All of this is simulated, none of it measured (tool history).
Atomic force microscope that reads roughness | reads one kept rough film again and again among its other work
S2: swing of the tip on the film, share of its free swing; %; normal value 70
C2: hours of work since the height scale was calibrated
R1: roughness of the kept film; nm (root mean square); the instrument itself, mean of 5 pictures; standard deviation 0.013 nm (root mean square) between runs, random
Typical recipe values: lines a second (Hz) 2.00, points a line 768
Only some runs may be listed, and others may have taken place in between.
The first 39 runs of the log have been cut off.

{"run": 40, "day": 35.625, "lines a second (Hz)": 0.8, "S2": 77, "points a line": 358, "pictures with this tip": 36, "C2": 260, "R1": 3.192}
{"run": 41, "day": 36.842, "lines a second (Hz)": 0.8, "S2": 77, "points a line": 358, "pictures with this tip": 64, "C2": 277, "R1": 3.167}
{"run": 42, "day": 37.425, "lines a second (Hz)": 1.25, "S2": 70, "points a line": 493, "pictures with this tip": 77, "C2": 284, "R1": 3.196}
{"run": 43, "day": 38.567, "lines a second (Hz)": 1.25, "S2": 70, "points a line": 493, "pictures with this tip": 103, "C2": 300, "R1": 3.123}
{"run": 44, "day": 39.629, "lines a second (Hz)": 0.55, "S2": 62, "points a line": 334, "pictures with this tip": 127, "C2": 314, "R1": 3.274}
{"run": 45, "day": 40.542, "lines a second (Hz)": 0.55, "S2": 62, "points a line": 334, "pictures with this tip": 148, "C2": 327, "R1": 3.256}
{"run": 46, "day": 41.171, "lines a second (Hz)": 0.55, "S2": 62, "points a line": 334, "pictures with this tip": 162, "C2": 335, "R1": 3.231}
{"run": 47, "day": 41.988, "lines a second (Hz)": 0.55, "S2": 62, "points a line": 334, "pictures with this tip": 180, "C2": 346, "R1": 3.242}
{"run": 48, "day": 43.142, "lines a second (Hz)": 0.79, "S2": 61, "points a line": 414, "pictures with this tip": 206, "C2": 362, "R1": 3.175}
{"run": 49, "day": 43.7, "lines a second (Hz)": 0.79, "S2": 88, "points a line": 373, "pictures with this tip": 219, "C2": 370, "R1": 2.939}
{"run": 50, "day": 44.862, "lines a second (Hz)": 0.79, "S2": 88, "points a line": 373, "pictures with this tip": 246, "C2": 385, "R1": 2.892}
{"run": 51, "day": 45.667, "lines a second (Hz)": 0.79, "S2": 88, "points a line": 373, "pictures with this tip": 264, "C2": 396, "R1": 2.895}

Here are 3 independent what-if runs from the current tool condition. What would each one return?
{"run": "A", "day": 46.825, "lines a second (Hz)": 3.35, "S2": 85, "points a line": 1018, "pictures with this tip": 290, "C2": 412, "R1": "?"}
{"run": "B", "day": 46.825, "lines a second (Hz)": 2.0, "S2": 86, "points a line": 768, "pictures with this tip": 290, "C2": 412, "R1": "?"}
{"run": "C", "day": 46.825, "lines a second (Hz)": 1.28, "S2": 72, "points a line": 607, "pictures with this tip": 290, "C2": 412, "R1": "?"}

run=A R1=2.273
run=B R1=2.540
run=C R1=2.961
With no hidden state in the tool, these same runs would have given:
run=A R1=2.473
run=B R1=2.764
run=C R1=3.221

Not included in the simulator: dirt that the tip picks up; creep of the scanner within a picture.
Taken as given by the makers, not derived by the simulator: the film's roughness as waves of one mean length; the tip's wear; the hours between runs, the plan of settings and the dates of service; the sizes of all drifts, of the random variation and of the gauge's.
